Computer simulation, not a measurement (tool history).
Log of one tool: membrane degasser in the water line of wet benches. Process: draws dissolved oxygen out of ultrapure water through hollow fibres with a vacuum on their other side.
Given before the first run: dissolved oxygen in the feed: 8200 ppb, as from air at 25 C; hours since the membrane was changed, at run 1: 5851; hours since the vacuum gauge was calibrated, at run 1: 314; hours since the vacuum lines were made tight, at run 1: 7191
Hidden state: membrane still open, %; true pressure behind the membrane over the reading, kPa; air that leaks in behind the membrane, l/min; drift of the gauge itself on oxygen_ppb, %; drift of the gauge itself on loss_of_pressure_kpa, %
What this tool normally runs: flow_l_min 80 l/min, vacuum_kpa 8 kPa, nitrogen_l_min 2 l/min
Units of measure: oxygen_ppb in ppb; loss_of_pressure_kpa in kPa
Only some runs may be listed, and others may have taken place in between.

run,hour,flow_l_min,vacuum_kpa,nitrogen_l_min,hours since the membrane was changed,hours since the vacuum gauge was calibrated,hours since the vacuum lines were made tight,oxygen_ppb,loss_of_pressure_kpa
1,0,80,8,2,5851,314,7191,386.9,57.05
2,192.2,80,8,2,6044,506,7383,380.1,56.69
3,321,80,13.54,2,6172,635,7512,769.4,56.56
4,539.3,80,6.06,2,6391,854,7730,241,56.93
# hour 554.9: seals of the vacuum lines changed
5,691.5,80,6.06,2,6541,1004,137,247.6,56.73
6,975.8,80,8,2,6825,1288,421,392.7,57.08
7,1234.3,80,8,2,7084,1547,679,392.3,56.87
8,1469.2,51,8,2,7318,1781,914,267.9,36.5
9,1732.8,51,8,2,7582,2045,1178,270.8,36.36
10,2000.9,80,8,1.88,7850,2313,1446,411.7,57.2
11,2178.5,80,11.01,2,8028,2491,1624,614.3,57.51
12,2308,80,8,2,8157,2620,1753,399.6,56.87
13,2500.3,80,8,2,8350,2813,1945,401,57.36
14,2632.7,80,11.07,2,8482,2945,2078,618.4,57.11
15,2885.1,80,11.07,2,8734,3197,2330,623,57.12
16,3068.7,80,8,4.31,8918,3381,2514,221.9,57.37
17,3326.8,75,13.26,2,9176,3639,2772,730.4,54.32
18,3486,75,13.26,2,9335,3798,2931,738.3,53.68
19,3795,80,16.82,1.17,9644,4107,3240,1449.2,57.49
20,3937.2,80,16.82,1.17,9786,4249,3382,1459.8,57.07
21,4243.5,80,16.82,1.17,10093,4556,3689,1454,57.86
22,4548.9,65,16.82,0.98,10398,4861,3994,1437.3,46.89
23,4694.6,76,8,1.94,10544,5007,4140,405.5,55.01
24,4896,80,19.97,2.39,10745,5208,4341,1071.8,57.85
25,5208.8,51,4.91,1.45,11058,5521,4654,155.6,36.24
26,5400.7,51,4.91,1.45,11250,5713,4846,153.7,36.85
27,5629.1,51,4.91,1.45,11478,5941,5074,156.5,37.13
28,5875.7,51,4.91,1.45,11725,6188,5321,155.9,36.67
29,6154.4,51,4.91,1.45,12004,6467,5600,159,36.83
30,6396.2,59,5.67,2.78,12246,6708,5841,143.9,43.15
31,6703.6,59,5.67,2.78,12553,7016,6149,144.4,42.92

5 ways to go on from here, each from the tool as it stands after run 31. What would each give?
A,6853.9,59,8.41,2.78,12703,7166,6299,?,?
B,6853.9,53,6.55,2.16,12703,7166,6299,?,?
C,6853.9,49,7.52,1.33,12703,7166,6299,?,?
D,6853.9,59,5.67,4.55,12703,7166,6299,?,?
E,6853.9,80,8.58,0.87,12703,7166,6299,?,?

run,oxygen_ppb,loss_of_pressure_kpa
A,269.6,43.02
B,207.6,38.07
C,351.4,35.51
D,97,43.16
E,814.2,58.4
Stripped of hidden state, with their random variation kept, the same runs would have yielded:
run,oxygen_ppb,loss_of_pressure_kpa
A,244.8,41.03
B,180.4,36.29
C,316.2,33.87
D,79.9,41.17
E,754,55.71

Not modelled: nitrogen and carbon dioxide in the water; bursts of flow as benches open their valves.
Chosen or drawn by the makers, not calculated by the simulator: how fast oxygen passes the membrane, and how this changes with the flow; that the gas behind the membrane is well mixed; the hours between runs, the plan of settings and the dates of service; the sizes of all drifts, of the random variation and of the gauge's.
